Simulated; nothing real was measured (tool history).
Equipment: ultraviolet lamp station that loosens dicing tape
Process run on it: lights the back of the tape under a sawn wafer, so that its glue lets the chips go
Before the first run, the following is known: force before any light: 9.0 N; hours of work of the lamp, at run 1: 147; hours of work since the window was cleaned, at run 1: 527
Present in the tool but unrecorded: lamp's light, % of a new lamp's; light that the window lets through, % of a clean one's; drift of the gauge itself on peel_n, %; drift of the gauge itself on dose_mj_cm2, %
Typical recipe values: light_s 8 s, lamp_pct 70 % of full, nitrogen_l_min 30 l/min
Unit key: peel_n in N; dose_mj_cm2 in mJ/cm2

run     day  light_s  lamp_pct  nitrogen_l_min  hours of work of the lamp  hours of work since the window was cleaned  peel_n  dose_mj_cm2
  1       0        8        70              30                        147                                         527   0.828          166
  2   0.375        8        70              30                        152                                         532   0.833          164
  3   0.942        8        70              25                        161                                         541   0.966          166
  4   1.258       10        70              30                        166                                         545   0.475          207
  5   1.792        8        70              12                        173                                         553   1.466          169
      1.858  -- window cleaned of glue's vapour
  6   2.358        8        70              12                        182                                           7    1.32          186
  7   2.717        8        70              12                        187                                          13   1.269          180
  8   3.271       12        70              30                        195                                          21   0.251          276
  9   3.729        8        70              30                        202                                          28   0.703          185
 10   4.321        8        70              30                        211                                          37   0.705          179
 11   4.933        8        70              30                        220                                          46   0.715          184
 12   5.508        8        70              30                        229                                          54    0.72          179
 13   5.912        8        70              30                        235                                          60    0.69          181
 14   6.471        8        70              30                        243                                          69   0.697          178
 15   7.079        8        70              30                        252                                          78   0.715          177
 16   7.512       10        70              11                        258                                          84   0.948          221
 17     8.1       11        71              11                        267                                          93   0.759          245
 18   8.467       11        71              11                        273                                          98   0.734          243
 19   8.808        8        70              12                        278                                         104   1.403          178
 20   9.408        8        70              22                        287                                         113   0.936          173
 21   9.892        8        70              32                        294                                         120   0.707          175
 22   10.25       14        70              32                        299                                         125   0.189          303
 23  10.729       14        70              32                        306                                         132   0.204          301
 24    11.1       16        83              21                        312                                         138   0.142          409
 25  11.671        8        70              26                        320                                         146    0.84          176
 26  12.079        8        70              26                        327                                         152   0.873          172
 27    12.7        8        70              26                        336                                         162   0.854          173
 28  12.996        8        67              30                        340                                         166   0.888          164

Consider 5 possible next runs. They are alternatives, not a sequence: every one starts from the tool as it was left by run 28. What does each give?
  A  13.275       13        67              13                        344                                         170       ?            ?
  B  13.275        8        66              30                        344                                         170       ?            ?
  C  13.275        9        70              30                        344                                         170       ?            ?
  D  13.275       12        63              26                        344                                         170       ?            ?
  E  13.275        8        92              42                        344                                         170       ?            ?

run  peel_n  dose_mj_cm2
  A   0.557          267
  B   0.919          157
  C   0.596          192
  D   0.428          229
  E   0.322          226
With the hidden condition removed and each run's random variation left untouched, the same runs would have given:
run  peel_n  dose_mj_cm2
  A   0.404          303
  B   0.691          179
  C   0.436          219
  D   0.311          261
  E   0.236          256

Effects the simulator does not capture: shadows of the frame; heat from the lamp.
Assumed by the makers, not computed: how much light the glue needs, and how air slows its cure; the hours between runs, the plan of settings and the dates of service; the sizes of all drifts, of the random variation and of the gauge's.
